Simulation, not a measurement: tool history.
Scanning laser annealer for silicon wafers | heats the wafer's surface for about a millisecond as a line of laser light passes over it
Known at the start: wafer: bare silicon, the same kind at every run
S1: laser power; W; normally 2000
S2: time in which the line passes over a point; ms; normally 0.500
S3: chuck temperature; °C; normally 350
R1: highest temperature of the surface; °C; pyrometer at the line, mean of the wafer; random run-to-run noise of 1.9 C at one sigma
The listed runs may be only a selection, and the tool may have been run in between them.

{"run": 1, "hour": 0.0, "S1": 2000, "S2": 0.5, "S3": 350, "R1": 1174}
{"run": 2, "hour": 31.4, "S1": 2000, "S2": 0.5, "S3": 350, "R1": 1169}
{"run": 3, "hour": 58.9, "S1": 2174, "S2": 0.5, "S3": 350, "R1": 1248}
{"run": 4, "hour": 111.6, "S1": 2174, "S2": 0.5, "S3": 350, "R1": 1244}
{"hour": 117.0, "done": "window over the wafer cleaned"}
{"run": 5, "hour": 142.8, "S1": 1960, "S2": 0.5, "S3": 350, "R1": 1170}
{"run": 6, "hour": 188.1, "S1": 2000, "S2": 0.5, "S3": 350, "R1": 1186}
{"run": 7, "hour": 224.8, "S1": 2000, "S2": 0.5, "S3": 350, "R1": 1183}
{"run": 8, "hour": 262.8, "S1": 2000, "S2": 0.5, "S3": 350, "R1": 1182}
{"run": 9, "hour": 307.2, "S1": 2000, "S2": 0.385, "S3": 350, "R1": 1060}
{"run": 10, "hour": 336.7, "S1": 2000, "S2": 0.385, "S3": 350, "R1": 1060}
{"run": 11, "hour": 366.9, "S1": 2000, "S2": 0.385, "S3": 350, "R1": 1059}
{"run": 12, "hour": 398.3, "S1": 2000, "S2": 0.385, "S3": 350, "R1": 1057}
{"run": 13, "hour": 434.9, "S1": 2000, "S2": 0.385, "S3": 350, "R1": 1056}
{"run": 14, "hour": 470.7, "S1": 2000, "S2": 0.385, "S3": 350, "R1": 1056}
{"run": 15, "hour": 506.2, "S1": 2000, "S2": 0.554, "S3": 350, "R1": 1226}
{"run": 16, "hour": 549.4, "S1": 2147, "S2": 0.588, "S3": 350, "R1": 1325}
{"run": 17, "hour": 594.5, "S1": 2147, "S2": 0.588, "S3": 350, "R1": 1323}
{"run": 18, "hour": 636.3, "S1": 1851, "S2": 0.502, "S3": 324, "R1": 1079}
{"run": 19, "hour": 688.6, "S1": 2000, "S2": 0.615, "S3": 386, "R1": 1313}
{"hour": 697.7, "done": "window over the wafer cleaned"}
{"run": 20, "hour": 740.3, "S1": 2164, "S2": 0.471, "S3": 387, "R1": 1259}
{"run": 21, "hour": 789.7, "S1": 2000, "S2": 0.509, "S3": 389, "R1": 1231}

Run 22 has not been measured yet. What should we expect?
{"run": 22, "hour": 813.5, "S1": 2000, "S2": 0.509, "S3": 389, "R1": "?"}

{"run 22": {"R1": 1230}}
With no hidden state in the tool, this same run would have given R1 1242 °C.
